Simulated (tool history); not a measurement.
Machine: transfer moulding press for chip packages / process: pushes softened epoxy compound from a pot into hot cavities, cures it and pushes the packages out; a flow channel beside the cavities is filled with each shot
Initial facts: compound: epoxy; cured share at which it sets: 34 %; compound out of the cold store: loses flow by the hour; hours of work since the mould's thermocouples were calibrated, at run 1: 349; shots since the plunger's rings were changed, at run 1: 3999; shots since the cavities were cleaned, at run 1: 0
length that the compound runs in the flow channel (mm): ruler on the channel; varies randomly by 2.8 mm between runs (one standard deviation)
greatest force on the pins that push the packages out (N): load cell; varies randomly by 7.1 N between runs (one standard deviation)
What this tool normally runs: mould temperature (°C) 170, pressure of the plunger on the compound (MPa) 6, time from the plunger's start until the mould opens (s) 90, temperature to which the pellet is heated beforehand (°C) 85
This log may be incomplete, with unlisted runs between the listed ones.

run   hour  mould temperature (°C)  pressure of the plunger on the compound (MPa)  time from the plunger's start until the mould opens (s)  temperature to which the pellet is heated beforehand (°C)  hours of work since the mould's thermocouples were calibrated  shots since the plunger's rings were changed  shots since the cavities were cleaned  incoming compound's hours out of the cold store  length that the compound runs in the flow channel (mm)  greatest force on the pins that push the packages out (N)
  1      0                     170                                              6                                                       90                                                         85                                                            349                                          3999                                      0                                             19.4                                                     517                                                        291
  2    6.9                     170                                              6                                                       90                                                         85                                                            353                                          4077                                     78                                             21.4                                                     519                                                        290
  3   21.3                     170                                              6                                                       90                                                         85                                                            361                                          4239                                    240                                             10.5                                                     542                                                        294
  4   29.3                     170                                              6                                                       90                                                         81                                                            365                                          4328                                    329                                               37                                                     494                                                        297
  5   36.5                     170                                              6                                                       90                                                         81                                                            369                                          4410                                    411                                             17.1                                                     522                                                        311
        40  -- plunger's sealing rings changed
  6   48.6                     170                                              6                                                       90                                                         81                                                            374                                            97                                    519                                             40.4                                                     481                                                        310
  7   58.2                     170                                              6                                                       90                                                         85                                                            379                                           204                                    626                                             11.8                                                     533                                                        293
  8   68.1                     170                                              6                                                       90                                                         85                                                            384                                           316                                    738                                             19.2                                                     520                                                        293
  9   75.9                     174                                              6                                                       90                                                         85                                                            388                                           404                                    826                                              8.3                                                     539                                                        270
      88.6  -- cavities cleaned with cleaning compound and waxed
 10     93                     174                                              6                                                       90                                                         85                                                            396                                           579                                     49                                             16.2                                                     529                                                        276
 11  105.4                     174                                              6                                                       90                                                         85                                                            403                                           719                                    189                                             10.3                                                     531                                                        285
 12    116                     174                                              6                                                       90                                                         85                                                            408                                           837                                    307                                             27.9                                                     500                                                        289
 13  124.3                     170                                              6                                                       90                                                         85                                                            413                                           930                                    400                                             20.4                                                     522                                                        299
 14  138.9                     170                                           6.45                                                       90                                                         85                                                            420                                          1095                                    565                                             40.9                                                     501                                                        299
 15    147                     170                                           6.45                                                       90                                                         85                                                            425                                          1186                                    656                                             16.5                                                     545                                                        295
 16  154.8                     164                                              6                                                       95                                                         85                                                            429                                          1273                                    743                                             22.2                                                     529                                                        365
 17  169.2                     164                                              6                                                       95                                                         85                                                            436                                          1435                                    905                                             18.5                                                     531                                                        362
     173.7  -- cavities cleaned with cleaning compound and waxed
 18  184.3                     177                                           6.51                                                       88                                                         93                                                            443                                          1588                                    119                                             12.1                                                     553                                                        285
 19  195.6                     177                                           6.51                                                       88                                                         93                                                            449                                          1715                                    246                                             42.2                                                     486                                                        270
 20  206.4                     171                                           4.71                                                      107                                                         76                                                            455                                          1836                                    367                                             44.3                                                     422                                                        268
 21  216.8                     172                                           4.71                                                       94                                                         76                                                            461                                          1954                                    485                                               44                                                     419                                                        283
 22  226.6                     172                                           4.71                                                       94                                                         76                                                            466                                          2064                                    595                                             41.8                                                     426                                                        287
 23  238.2                     172                                           4.71                                                       94                                                         76                                                            472                                          2194                                    725                                             15.8                                                     460                                                        301
 24  245.3                     164                                           4.65                                                      107                                                         80                                                            476                                          2274                                    805                                             10.4                                                     483                                                        321
 25  256.6                     164                                           7.47                                                      107                                                         88                                                            481                                          2401                                    932                                             25.8                                                     585                                                        308
     259.4  -- cavities cleaned with cleaning compound and waxed
 26    267                     173                                           5.29                                                       79                                                         94                                                            486                                          2501                                     85                                             40.8                                                     446                                                        300
 27    274                     170                                           6.65                                                       78                                                         77                                                            490                                          2580                                    164                                             43.9                                                     502                                                        366
 28  282.5                     170                                           6.65                                                       78                                                         77                                                            494                                          2676                                    260                                             28.4                                                     534                                                        367
 29  298.8                     170                                           4.77                                                      124                                                         85                                                            503                                          2859                                    443                                             11.6                                                     483                                                        272

How the hidden state differs across the entries between the runs, from the last listed run before each to the first after it:
Run 5 -> run 6: plunger's sealing rings changed (hour 40)
  pressure that reaches the compound, % of what is set: 99.55 -> 99.98; grip of the stained cavities, % over clean ones': 0.8 -> 1
Run 9 -> run 10: cavities cleaned with cleaning compound and waxed (hour 88.6)
  pressure that reaches the compound, % of what is set: 99.94 -> 99.93; grip of the stained cavities, % over clean ones': 1.4 -> 0.2
Run 17 -> run 18: cavities cleaned with cleaning compound and waxed (hour 173.7)
  pressure that reaches the compound, % of what is set: 99.84 -> 99.82; grip of the stained cavities, % over clean ones': 1.5 -> 0.3
Run 25 -> run 26: cavities cleaned with cleaning compound and waxed (hour 259.4)
  pressure that reaches the compound, % of what is set: 99.74 -> 99.73; grip of the stained cavities, % over clean ones': 1.5 -> 0.3

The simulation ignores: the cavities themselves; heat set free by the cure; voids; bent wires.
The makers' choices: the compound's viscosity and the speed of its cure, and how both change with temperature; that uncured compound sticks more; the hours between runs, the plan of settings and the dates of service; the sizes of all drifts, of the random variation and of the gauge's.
